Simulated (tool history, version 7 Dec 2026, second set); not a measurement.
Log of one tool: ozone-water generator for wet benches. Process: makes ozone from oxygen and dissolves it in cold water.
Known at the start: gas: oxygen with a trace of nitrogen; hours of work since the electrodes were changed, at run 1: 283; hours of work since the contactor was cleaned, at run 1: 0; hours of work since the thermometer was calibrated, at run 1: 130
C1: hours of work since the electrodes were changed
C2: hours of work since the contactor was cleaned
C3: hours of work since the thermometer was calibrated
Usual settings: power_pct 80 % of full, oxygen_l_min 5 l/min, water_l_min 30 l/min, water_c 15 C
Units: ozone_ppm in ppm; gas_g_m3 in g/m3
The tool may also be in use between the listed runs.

{"run": 1, "hour": 0.0, "power_pct": 80, "oxygen_l_min": 5, "water_l_min": 30, "water_c": 15, "C1": 283, "C2": 0, "C3": 130, "ozone_ppm": 28, "gas_g_m3": 295.7}
{"run": 2, "hour": 84.3, "power_pct": 80, "oxygen_l_min": 5, "water_l_min": 30, "water_c": 15, "C1": 340, "C2": 57, "C3": 187, "ozone_ppm": 27.9, "gas_g_m3": 295.5}
{"run": 3, "hour": 122.6, "power_pct": 80, "oxygen_l_min": 5, "water_l_min": 30, "water_c": 15, "C1": 366, "C2": 83, "C3": 213, "ozone_ppm": 27.6, "gas_g_m3": 298.4}
{"run": 4, "hour": 183.0, "power_pct": 80, "oxygen_l_min": 5, "water_l_min": 30, "water_c": 15, "C1": 407, "C2": 124, "C3": 254, "ozone_ppm": 27.9, "gas_g_m3": 295.1}
{"run": 5, "hour": 266.6, "power_pct": 80, "oxygen_l_min": 5, "water_l_min": 30, "water_c": 15, "C1": 464, "C2": 181, "C3": 311, "ozone_ppm": 27.8, "gas_g_m3": 296.2}
{"run": 6, "hour": 307.1, "power_pct": 80, "oxygen_l_min": 5, "water_l_min": 30, "water_c": 15, "C1": 491, "C2": 208, "C3": 338, "ozone_ppm": 27.5, "gas_g_m3": 296.4}
{"run": 7, "hour": 382.4, "power_pct": 80, "oxygen_l_min": 5, "water_l_min": 30, "water_c": 15, "C1": 542, "C2": 260, "C3": 389, "ozone_ppm": 27.5, "gas_g_m3": 294.1}
{"run": 8, "hour": 426.4, "power_pct": 80, "oxygen_l_min": 5, "water_l_min": 30, "water_c": 7, "C1": 572, "C2": 289, "C3": 419, "ozone_ppm": 29.5, "gas_g_m3": 296.4}
{"run": 9, "hour": 461.6, "power_pct": 80, "oxygen_l_min": 5, "water_l_min": 30, "water_c": 7, "C1": 596, "C2": 313, "C3": 443, "ozone_ppm": 29.7, "gas_g_m3": 291.4}
{"run": 10, "hour": 544.6, "power_pct": 80, "oxygen_l_min": 5, "water_l_min": 43, "water_c": 15, "C1": 653, "C2": 370, "C3": 499, "ozone_ppm": 19.7, "gas_g_m3": 293.1}
{"run": 11, "hour": 607.3, "power_pct": 80, "oxygen_l_min": 5, "water_l_min": 43, "water_c": 15, "C1": 695, "C2": 412, "C3": 542, "ozone_ppm": 19.4, "gas_g_m3": 293.4}
{"run": 12, "hour": 667.9, "power_pct": 43, "oxygen_l_min": 5, "water_l_min": 30, "water_c": 15, "C1": 736, "C2": 453, "C3": 583, "ozone_ppm": 15.5, "gas_g_m3": 165.5}
{"hour": 676.5, "done": "contactor cleaned"}
{"run": 13, "hour": 723.2, "power_pct": 43, "oxygen_l_min": 5, "water_l_min": 30, "water_c": 15, "C1": 771, "C2": 32, "C3": 618, "ozone_ppm": 15.4, "gas_g_m3": 164.6}
{"run": 14, "hour": 803.6, "power_pct": 49, "oxygen_l_min": 5, "water_l_min": 30, "water_c": 15, "C1": 826, "C2": 86, "C3": 672, "ozone_ppm": 17, "gas_g_m3": 185.4}
{"run": 15, "hour": 867.6, "power_pct": 80, "oxygen_l_min": 5, "water_l_min": 30, "water_c": 15, "C1": 869, "C2": 130, "C3": 716, "ozone_ppm": 26.9, "gas_g_m3": 290.6}
{"run": 16, "hour": 942.4, "power_pct": 87, "oxygen_l_min": 5, "water_l_min": 30, "water_c": 15, "C1": 920, "C2": 180, "C3": 766, "ozone_ppm": 29, "gas_g_m3": 316.3}
{"run": 17, "hour": 1005.0, "power_pct": 85, "oxygen_l_min": 5, "water_l_min": 30, "water_c": 13, "C1": 962, "C2": 223, "C3": 809, "ozone_ppm": 28.7, "gas_g_m3": 306.6}
{"run": 18, "hour": 1061.3, "power_pct": 80, "oxygen_l_min": 5, "water_l_min": 30, "water_c": 15, "C1": 1001, "C2": 261, "C3": 847, "ozone_ppm": 26.4, "gas_g_m3": 288.3}
{"hour": 1089.1, "done": "contactor cleaned, once more"}
{"run": 19, "hour": 1107.3, "power_pct": 80, "oxygen_l_min": 5, "water_l_min": 30, "water_c": 16, "C1": 1029, "C2": 12, "C3": 876, "ozone_ppm": 26.5, "gas_g_m3": 288.3}
{"run": 20, "hour": 1158.7, "power_pct": 55, "oxygen_l_min": 5, "water_l_min": 41, "water_c": 9, "C1": 1064, "C2": 47, "C3": 910, "ozone_ppm": 15.3, "gas_g_m3": 204.8}
{"run": 21, "hour": 1196.0, "power_pct": 64, "oxygen_l_min": 4.26, "water_l_min": 22, "water_c": 7, "C1": 1089, "C2": 73, "C3": 936, "ozone_ppm": 29.5, "gas_g_m3": 250}
{"run": 22, "hour": 1275.1, "power_pct": 56, "oxygen_l_min": 6.09, "water_l_min": 30, "water_c": 15, "C1": 1143, "C2": 126, "C3": 990, "ozone_ppm": 20.4, "gas_g_m3": 194}
{"run": 23, "hour": 1354.6, "power_pct": 46, "oxygen_l_min": 5, "water_l_min": 30, "water_c": 13, "C1": 1197, "C2": 180, "C3": 1043, "ozone_ppm": 16.4, "gas_g_m3": 174}
{"run": 24, "hour": 1425.2, "power_pct": 54, "oxygen_l_min": 5, "water_l_min": 19, "water_c": 17, "C1": 1245, "C2": 228, "C3": 1091, "ozone_ppm": 25.8, "gas_g_m3": 199.5}
{"run": 25, "hour": 1492.0, "power_pct": 48, "oxygen_l_min": 2.71, "water_l_min": 29, "water_c": 12, "C1": 1290, "C2": 273, "C3": 1137, "ozone_ppm": 14, "gas_g_m3": 227.6}
{"run": 26, "hour": 1557.4, "power_pct": 48, "oxygen_l_min": 2.71, "water_l_min": 29, "water_c": 20, "C1": 1334, "C2": 318, "C3": 1181, "ozone_ppm": 13.3, "gas_g_m3": 226.4}
{"run": 27, "hour": 1613.5, "power_pct": 48, "oxygen_l_min": 2.71, "water_l_min": 29, "water_c": 20, "C1": 1373, "C2": 356, "C3": 1219, "ozone_ppm": 13.1, "gas_g_m3": 228.4}
{"run": 28, "hour": 1653.0, "power_pct": 72, "oxygen_l_min": 4.69, "water_l_min": 20, "water_c": 13, "C1": 1399, "C2": 383, "C3": 1246, "ozone_ppm": 33.4, "gas_g_m3": 264.2}

Run 29 comes next. What will it give?
{"run": 29, "hour": 1727.9, "power_pct": 53, "oxygen_l_min": 5, "water_l_min": 33, "water_c": 15, "C1": 1450, "C2": 434, "C3": 1297, "ozone_ppm": "?", "gas_g_m3": "?"}

ozone_ppm: 16.7 ppm
gas_g_m3: 195.3 g/m3
Without the tool's hidden state the same run would have given ozone_ppm 17.8 ppm, gas_g_m3 204.9 g/m3.

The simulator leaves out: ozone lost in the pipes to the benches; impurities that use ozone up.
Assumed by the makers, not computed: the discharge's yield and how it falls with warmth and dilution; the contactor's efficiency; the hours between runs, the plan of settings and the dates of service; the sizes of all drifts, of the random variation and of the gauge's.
